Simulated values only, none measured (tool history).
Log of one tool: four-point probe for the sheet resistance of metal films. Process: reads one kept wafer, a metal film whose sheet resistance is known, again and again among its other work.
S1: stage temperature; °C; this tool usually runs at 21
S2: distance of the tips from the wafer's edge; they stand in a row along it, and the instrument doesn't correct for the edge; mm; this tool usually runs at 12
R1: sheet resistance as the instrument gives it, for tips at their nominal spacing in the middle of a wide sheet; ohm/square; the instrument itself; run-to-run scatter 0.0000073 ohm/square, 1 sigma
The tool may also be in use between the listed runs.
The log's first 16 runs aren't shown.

{"run": 17, "hour": 1060.9, "S1": 21, "S2": 12, "R1": 0.036581}
{"run": 18, "hour": 1139.2, "S1": 21, "S2": 12, "R1": 0.036602}
{"run": 19, "hour": 1221.6, "S1": 21, "S2": 12, "R1": 0.036588}
{"run": 20, "hour": 1295.4, "S1": 23, "S2": 12, "R1": 0.036512}
{"run": 21, "hour": 1371.7, "S1": 23, "S2": 12, "R1": 0.036527}
{"run": 22, "hour": 1433.9, "S1": 23, "S2": 12, "R1": 0.036513}
{"run": 23, "hour": 1485.7, "S1": 23, "S2": 12, "R1": 0.036513}
{"hour": 1539.5, "done": "stage's thermometer calibrated"}
{"run": 24, "hour": 1549.9, "S1": 18, "S2": 62, "R1": 0.036492}
{"run": 25, "hour": 1614.4, "S1": 33, "S2": 8, "R1": 0.036429}
{"run": 26, "hour": 1677.1, "S1": 33, "S2": 8, "R1": 0.036449}
{"run": 27, "hour": 1724.0, "S1": 33, "S2": 8, "R1": 0.036436}
{"run": 28, "hour": 1789.3, "S1": 23, "S2": 12, "R1": 0.036514}
{"run": 29, "hour": 1853.4, "S1": 31, "S2": 3, "R1": 0.03915}
{"run": 30, "hour": 1932.3, "S1": 18, "S2": 49, "R1": 0.036499}
{"run": 31, "hour": 2016.3, "S1": 24, "S2": 6, "R1": 0.03712}
{"run": 32, "hour": 2081.1, "S1": 33, "S2": 17, "R1": 0.036056}
{"run": 33, "hour": 2156.8, "S1": 33, "S2": 17, "R1": 0.036038}
{"run": 34, "hour": 2233.4, "S1": 19, "S2": 13, "R1": 0.03664}
{"run": 35, "hour": 2290.2, "S1": 19, "S2": 13, "R1": 0.036627}
{"run": 36, "hour": 2328.2, "S1": 23, "S2": 22, "R1": 0.036372}
{"run": 37, "hour": 2413.4, "S1": 18, "S2": 8, "R1": 0.036973}
{"run": 38, "hour": 2460.6, "S1": 21, "S2": 13, "R1": 0.036556}
{"run": 39, "hour": 2531.5, "S1": 21, "S2": 8, "R1": 0.036853}

What will run 40 give?
{"run": 40, "hour": 2584.5, "S1": 21, "S2": 25, "R1": "?"}

{"run 40": {"R1": 0.036423}}
On a tool with no hidden condition, and with the same random variation, this run would have come out at R1 0.036424 ohm/square.

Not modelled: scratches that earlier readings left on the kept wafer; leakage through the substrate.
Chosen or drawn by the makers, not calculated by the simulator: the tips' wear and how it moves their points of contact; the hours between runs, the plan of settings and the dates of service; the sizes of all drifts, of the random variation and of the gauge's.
